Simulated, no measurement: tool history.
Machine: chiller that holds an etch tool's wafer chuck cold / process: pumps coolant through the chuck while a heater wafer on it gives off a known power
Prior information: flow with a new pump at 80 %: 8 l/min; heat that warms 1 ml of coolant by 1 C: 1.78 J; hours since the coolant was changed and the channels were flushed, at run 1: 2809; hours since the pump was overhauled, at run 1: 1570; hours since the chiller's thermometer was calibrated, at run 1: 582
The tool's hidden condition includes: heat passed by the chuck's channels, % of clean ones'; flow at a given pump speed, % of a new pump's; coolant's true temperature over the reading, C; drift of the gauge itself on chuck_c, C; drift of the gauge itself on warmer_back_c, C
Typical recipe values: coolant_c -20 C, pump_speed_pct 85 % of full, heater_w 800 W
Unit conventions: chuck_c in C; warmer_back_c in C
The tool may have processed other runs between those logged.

run   hour  coolant_c  pump_speed_pct  heater_w  hours since the coolant was changed and the channels were flushed  hours since the pump was overhauled  hours since the chiller's thermometer was calibrated  chuck_c  warmer_back_c
  1    0.0        -20              85       800                                                               2809                                 1570                                                   582   -11.32           3.19
  2   33.9        -20              85       800                                                               2843                                 1604                                                   616   -11.26           3.24
  3   71.7        -20              85       800                                                               2881                                 1641                                                   654   -11.26           3.23
  4   99.3        -20              85       800                                                               2908                                 1669                                                   682   -11.18           3.24
  5  129.5        -20              85       800                                                               2939                                 1699                                                   712   -11.16           3.23
  6  155.2        -28              85       800                                                               2964                                 1725                                                   738   -19.26           3.19
  7  180.8        -28              85       800                                                               2990                                 1750                                                   763   -19.22           3.23
  8  199.6        -16              85       504                                                               3009                                 1769                                                   782   -10.55           2.00
     204.6  -- chiller's thermometer calibrated
  9  236.7        -20              60       800                                                               3045                                 1805                                                    32    -9.47           4.48
 10  270.3        -21              68       800                                                               3078                                 1839                                                    66   -11.19           3.96
 11  294.2        -20              75       800                                                               3102                                 1863                                                    90   -10.63           3.66
 12  316.2        -27              68      1073                                                               3124                                 1885                                                   112   -13.66           5.34

Entry by entry between the runs, the difference in hidden state between the last listed run before and the first listed run after:
Run 8 -> run 9: chiller's thermometer calibrated (hour 204.6)
  flow at a given pump speed, % of a new pump's: 98.6 -> 98.5; coolant's true temperature over the reading, C: -0.05 -> -0.07
  measured result minus the result with no hidden state, chuck_c: +0.18 -> +0.36 C; warmer_back_c: +0.02 -> +0.06 C
